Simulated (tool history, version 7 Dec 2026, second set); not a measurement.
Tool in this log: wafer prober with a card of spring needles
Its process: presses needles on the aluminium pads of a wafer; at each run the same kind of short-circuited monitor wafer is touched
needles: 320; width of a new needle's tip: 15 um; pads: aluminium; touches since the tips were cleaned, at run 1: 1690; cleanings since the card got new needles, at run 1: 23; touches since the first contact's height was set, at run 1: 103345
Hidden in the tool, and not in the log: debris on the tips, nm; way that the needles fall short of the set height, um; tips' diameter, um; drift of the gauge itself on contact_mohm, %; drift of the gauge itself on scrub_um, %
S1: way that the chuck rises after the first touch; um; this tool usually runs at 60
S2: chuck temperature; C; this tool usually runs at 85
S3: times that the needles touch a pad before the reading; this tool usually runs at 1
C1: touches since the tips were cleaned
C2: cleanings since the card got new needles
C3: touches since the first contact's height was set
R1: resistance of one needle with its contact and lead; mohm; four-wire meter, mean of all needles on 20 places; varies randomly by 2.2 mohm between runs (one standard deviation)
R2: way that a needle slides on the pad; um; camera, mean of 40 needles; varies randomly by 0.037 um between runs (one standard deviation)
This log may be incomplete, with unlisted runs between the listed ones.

{"run": 1, "day": 0.0, "S1": 60, "S2": 85, "S3": 1, "C1": 1690, "C2": 23, "C3": 103345, "R1": 242, "R2": 16.71}
{"day": 0.375, "done": "tips cleaned on abrasive film"}
{"run": 2, "day": 0.4, "S1": 60, "S2": 85, "S3": 1, "C1": 178, "C2": 24, "C3": 105887, "R1": 241, "R2": 16.6}
{"run": 3, "day": 0.617, "S1": 60, "S2": 85, "S3": 1, "C1": 1537, "C2": 24, "C3": 107246, "R1": 242, "R2": 16.58}
{"day": 0.992, "done": "tips cleaned on abrasive film"}
{"run": 4, "day": 1.004, "S1": 60, "S2": 85, "S3": 1, "C1": 77, "C2": 25, "C3": 109709, "R1": 239, "R2": 16.7}
{"run": 5, "day": 1.292, "S1": 60, "S2": 66, "S3": 1, "C1": 1902, "C2": 25, "C3": 111534, "R1": 235, "R2": 16.58}
{"day": 1.608, "done": "tips cleaned on abrasive film"}
{"run": 6, "day": 1.708, "S1": 60, "S2": 66, "S3": 1, "C1": 640, "C2": 26, "C3": 114189, "R1": 239, "R2": 16.62}
{"run": 7, "day": 2.054, "S1": 79, "S2": 85, "S3": 1, "C1": 2843, "C2": 26, "C3": 116392, "R1": 242, "R2": 21.93}
{"day": 2.246, "done": "tips cleaned on abrasive film"}
{"run": 8, "day": 2.462, "S1": 79, "S2": 51, "S3": 1, "C1": 1396, "C2": 27, "C3": 118977, "R1": 227, "R2": 21.92}
{"run": 9, "day": 2.75, "S1": 60, "S2": 42, "S3": 1, "C1": 3214, "C2": 27, "C3": 120795, "R1": 230, "R2": 16.62}
{"day": 2.883, "done": "tips cleaned on abrasive film"}
{"run": 10, "day": 2.967, "S1": 60, "S2": 42, "S3": 1, "C1": 518, "C2": 28, "C3": 122162, "R1": 234, "R2": 16.7}
{"run": 11, "day": 3.321, "S1": 60, "S2": 42, "S3": 1, "C1": 2790, "C2": 28, "C3": 124434, "R1": 232, "R2": 16.66}
{"day": 3.508, "done": "tips cleaned on abrasive film"}
{"run": 12, "day": 3.788, "S1": 60, "S2": 42, "S3": 1, "C1": 1800, "C2": 29, "C3": 127395, "R1": 234, "R2": 16.6}
{"run": 13, "day": 4.088, "S1": 60, "S2": 42, "S3": 1, "C1": 3696, "C2": 29, "C3": 129291, "R1": 230, "R2": 16.64}
{"day": 4.154, "done": "tips cleaned on abrasive film"}
{"run": 14, "day": 4.438, "S1": 60, "S2": 42, "S3": 1, "C1": 1819, "C2": 30, "C3": 131508, "R1": 233, "R2": 16.69}
{"run": 15, "day": 4.646, "S1": 60, "S2": 42, "S3": 1, "C1": 3143, "C2": 30, "C3": 132832, "R1": 228, "R2": 16.6}
{"day": 4.771, "done": "tips cleaned on abrasive film"}
{"day": 4.896, "done": "height of the first contact set anew"}
{"run": 16, "day": 4.942, "S1": 60, "S2": 42, "S3": 1, "C1": 994, "C2": 31, "C3": 292, "R1": 232, "R2": 16.66}
{"run": 17, "day": 5.317, "S1": 60, "S2": 42, "S3": 1, "C1": 3390, "C2": 31, "C3": 2688, "R1": 234, "R2": 16.62}
{"day": 5.412, "done": "tips cleaned on abrasive film"}
{"run": 18, "day": 5.758, "S1": 49, "S2": 85, "S3": 1, "C1": 2222, "C2": 32, "C3": 5493, "R1": 239, "R2": 13.6}

Each row is a separate what-if for the run after 18, all from the same tool condition, not one after another. Results?
{"day": 6.033, "done": "tips cleaned on abrasive film"}
{"run": "A", "day": 6.096, "S1": 49, "S2": 85, "S3": 1, "C1": 417, "C2": 33, "C3": 7628, "R1": "?", "R2": "?"}
{"day": 6.033, "done": "tips cleaned on abrasive film"}
{"run": "B", "day": 6.096, "S1": 67, "S2": 32, "S3": 2, "C1": 417, "C2": 33, "C3": 7628, "R1": "?", "R2": "?"}
{"day": 6.033, "done": "tips cleaned on abrasive film"}
{"run": "C", "day": 6.096, "S1": 70, "S2": 59, "S3": 3, "C1": 417, "C2": 33, "C3": 7628, "R1": "?", "R2": "?"}

run=A R1=247 R2=13.54
run=B R1=227 R2=18.54
run=C R1=230 R2=19.44
Take away the tool's hidden state, keep each run's random variation, and the runs would have read:
run=A R1=247 R2=13.54
run=B R1=227 R2=18.54
run=C R1=229 R2=19.44
